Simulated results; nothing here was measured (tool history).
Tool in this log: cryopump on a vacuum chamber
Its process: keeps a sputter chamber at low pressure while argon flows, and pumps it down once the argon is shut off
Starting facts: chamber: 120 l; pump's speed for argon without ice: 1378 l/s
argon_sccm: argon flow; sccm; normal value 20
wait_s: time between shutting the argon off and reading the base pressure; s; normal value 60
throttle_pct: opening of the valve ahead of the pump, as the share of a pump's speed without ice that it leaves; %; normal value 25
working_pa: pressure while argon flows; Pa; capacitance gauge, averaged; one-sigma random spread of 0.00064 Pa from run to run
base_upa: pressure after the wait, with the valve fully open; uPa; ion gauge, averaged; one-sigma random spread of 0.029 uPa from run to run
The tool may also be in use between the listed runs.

run	hour	argon_sccm	wait_s	throttle_pct	working_pa	base_upa
1	0	20	60	25	0.1057	2.98
2	62.3	20	60	25	0.107	3.08
3	91.9	20	39	25	0.107	3.92
4	122.3	20	60	25	0.1061	3.16
5	173.1	20	60	25	0.1079	3.32
6	206.8	20	60	25	0.1092	3.25
7	262.9	20	60	25	0.1102	3.41
8	320.4	27	60	21	0.1727	3.64
9	356.8	28	80	50	0.0859	3.27
10	414.6	11	80	50	0.0339	3.37
# hour 422.6: pump warmed up, emptied and cooled again
11	463	10	40	24	0.0524	3.57
12	494	16	151	24	0.0835	2.32
13	546.1	16	151	24	0.0827	2.37
14	603.1	19	60	32	0.0747	3.13

Here are 5 independent what-if runs from the current tool condition. What would each one return?
A	648.6	20	60	49	?	?
B	648.6	9	60	39	?	?
C	648.6	18	27	51	?	?
D	648.6	29	57	49	?	?
E	648.6	8	64	29	?	?

run	working_pa	base_upa
A	0.0531	3.23
B	0.0292	3.21
C	0.0443	4.65
D	0.077	3.23
E	0.0354	3.09
With no hidden state in the tool, these same runs would have given:
run	working_pa	base_upa
A	0.0507	1.4
B	0.0281	1.4
C	0.0421	2.84
D	0.0736	1.43
E	0.0344	1.31
